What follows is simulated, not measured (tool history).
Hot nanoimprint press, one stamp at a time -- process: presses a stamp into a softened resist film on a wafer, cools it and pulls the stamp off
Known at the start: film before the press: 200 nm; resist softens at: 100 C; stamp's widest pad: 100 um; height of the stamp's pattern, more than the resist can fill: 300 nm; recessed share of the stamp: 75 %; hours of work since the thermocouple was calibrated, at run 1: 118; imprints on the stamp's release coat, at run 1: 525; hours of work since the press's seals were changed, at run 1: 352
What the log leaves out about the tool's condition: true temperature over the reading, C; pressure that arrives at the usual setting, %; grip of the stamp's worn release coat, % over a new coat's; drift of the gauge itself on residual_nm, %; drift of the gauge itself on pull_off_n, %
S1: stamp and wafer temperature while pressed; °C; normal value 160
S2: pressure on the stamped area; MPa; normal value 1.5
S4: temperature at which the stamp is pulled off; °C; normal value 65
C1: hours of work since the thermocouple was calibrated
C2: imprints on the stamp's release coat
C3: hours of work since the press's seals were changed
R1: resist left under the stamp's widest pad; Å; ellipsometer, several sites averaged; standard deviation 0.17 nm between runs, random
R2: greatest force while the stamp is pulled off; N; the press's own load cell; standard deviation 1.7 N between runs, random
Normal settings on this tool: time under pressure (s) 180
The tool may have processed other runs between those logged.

{"run": 1, "hour": 0.0, "S1": 160, "S2": 1.5, "time under pressure (s)": 180, "S4": 65, "C1": 118, "C2": 525, "C3": 352, "R1": 1123, "R2": 215}
{"run": 2, "hour": 6.9, "S1": 160, "S2": 1.5, "time under pressure (s)": 180, "S4": 65, "C1": 124, "C2": 558, "C3": 357, "R1": 1119, "R2": 214}
{"run": 3, "hour": 12.8, "S1": 160, "S2": 1.5, "time under pressure (s)": 180, "S4": 65, "C1": 129, "C2": 585, "C3": 362, "R1": 1119, "R2": 217}
{"run": 4, "hour": 25.0, "S1": 149, "S2": 1.5, "time under pressure (s)": 180, "S4": 65, "C1": 138, "C2": 643, "C3": 371, "R1": 1683, "R2": 217}
{"hour": 38.8, "done": "stamp cleaned and given a new release coat"}
{"run": 5, "hour": 40.8, "S1": 149, "S2": 1.5, "time under pressure (s)": 297, "S4": 65, "C1": 146, "C2": 10, "C3": 379, "R1": 1548, "R2": 191}
{"run": 6, "hour": 51.0, "S1": 160, "S2": 1.96, "time under pressure (s)": 180, "S4": 65, "C1": 154, "C2": 58, "C3": 387, "R1": 1008, "R2": 191}
{"run": 7, "hour": 58.9, "S1": 148, "S2": 1.5, "time under pressure (s)": 180, "S4": 65, "C1": 160, "C2": 96, "C3": 394, "R1": 1724, "R2": 192}
{"run": 8, "hour": 70.9, "S1": 160, "S2": 1.5, "time under pressure (s)": 180, "S4": 52, "C1": 170, "C2": 152, "C3": 403, "R1": 1119, "R2": 231}
{"run": 9, "hour": 79.8, "S1": 160, "S2": 1.5, "time under pressure (s)": 180, "S4": 65, "C1": 177, "C2": 195, "C3": 410, "R1": 1114, "R2": 198}
{"run": 10, "hour": 91.1, "S1": 160, "S2": 1.5, "time under pressure (s)": 180, "S4": 65, "C1": 186, "C2": 248, "C3": 419, "R1": 1117, "R2": 200}
{"run": 11, "hour": 96.6, "S1": 160, "S2": 1.5, "time under pressure (s)": 180, "S4": 65, "C1": 190, "C2": 275, "C3": 424, "R1": 1113, "R2": 200}
{"run": 12, "hour": 105.8, "S1": 160, "S2": 2.09, "time under pressure (s)": 180, "S4": 65, "C1": 198, "C2": 318, "C3": 431, "R1": 978, "R2": 203}
{"run": 13, "hour": 112.0, "S1": 160, "S2": 2.09, "time under pressure (s)": 180, "S4": 65, "C1": 203, "C2": 348, "C3": 436, "R1": 980, "R2": 202}
{"run": 14, "hour": 117.9, "S1": 160, "S2": 1.01, "time under pressure (s)": 180, "S4": 65, "C1": 207, "C2": 376, "C3": 440, "R1": 1278, "R2": 206}
{"run": 15, "hour": 123.1, "S1": 160, "S2": 1.5, "time under pressure (s)": 180, "S4": 65, "C1": 211, "C2": 400, "C3": 445, "R1": 1116, "R2": 207}
{"run": 16, "hour": 131.9, "S1": 160, "S2": 1.5, "time under pressure (s)": 180, "S4": 60, "C1": 218, "C2": 442, "C3": 452, "R1": 1112, "R2": 219}
{"run": 17, "hour": 144.2, "S1": 160, "S2": 2.39, "time under pressure (s)": 180, "S4": 65, "C1": 228, "C2": 500, "C3": 461, "R1": 925, "R2": 210}
{"run": 18, "hour": 154.4, "S1": 160, "S2": 1.96, "time under pressure (s)": 126, "S4": 60, "C1": 236, "C2": 549, "C3": 469, "R1": 1133, "R2": 225}
{"run": 19, "hour": 159.8, "S1": 149, "S2": 1.5, "time under pressure (s)": 180, "S4": 65, "C1": 241, "C2": 574, "C3": 474, "R1": 1677, "R2": 214}
{"run": 20, "hour": 164.9, "S1": 151, "S2": 1.5, "time under pressure (s)": 113, "S4": 65, "C1": 245, "C2": 598, "C3": 478, "R1": 1710, "R2": 215}
{"run": 21, "hour": 172.8, "S1": 151, "S2": 1.5, "time under pressure (s)": 113, "S4": 65, "C1": 251, "C2": 636, "C3": 484, "R1": 1707, "R2": 215}
{"run": 22, "hour": 179.8, "S1": 151, "S2": 1.5, "time under pressure (s)": 113, "S4": 65, "C1": 257, "C2": 669, "C3": 490, "R1": 1709, "R2": 217}

Forecast run 23:
{"hour": 188.5, "done": "stamp cleaned and given a new release coat"}
{"run": 23, "hour": 196.7, "S1": 151, "S2": 1.5, "time under pressure (s)": 113, "S4": 65, "C1": 265, "C2": 39, "C3": 498, "R1": "?", "R2": "?"}

R1: 1704 Å
R2: 192 N
If the tool had no hidden condition, the same run with the same run-to-run variation would have returned R1 1711 Å, R2 191 N.

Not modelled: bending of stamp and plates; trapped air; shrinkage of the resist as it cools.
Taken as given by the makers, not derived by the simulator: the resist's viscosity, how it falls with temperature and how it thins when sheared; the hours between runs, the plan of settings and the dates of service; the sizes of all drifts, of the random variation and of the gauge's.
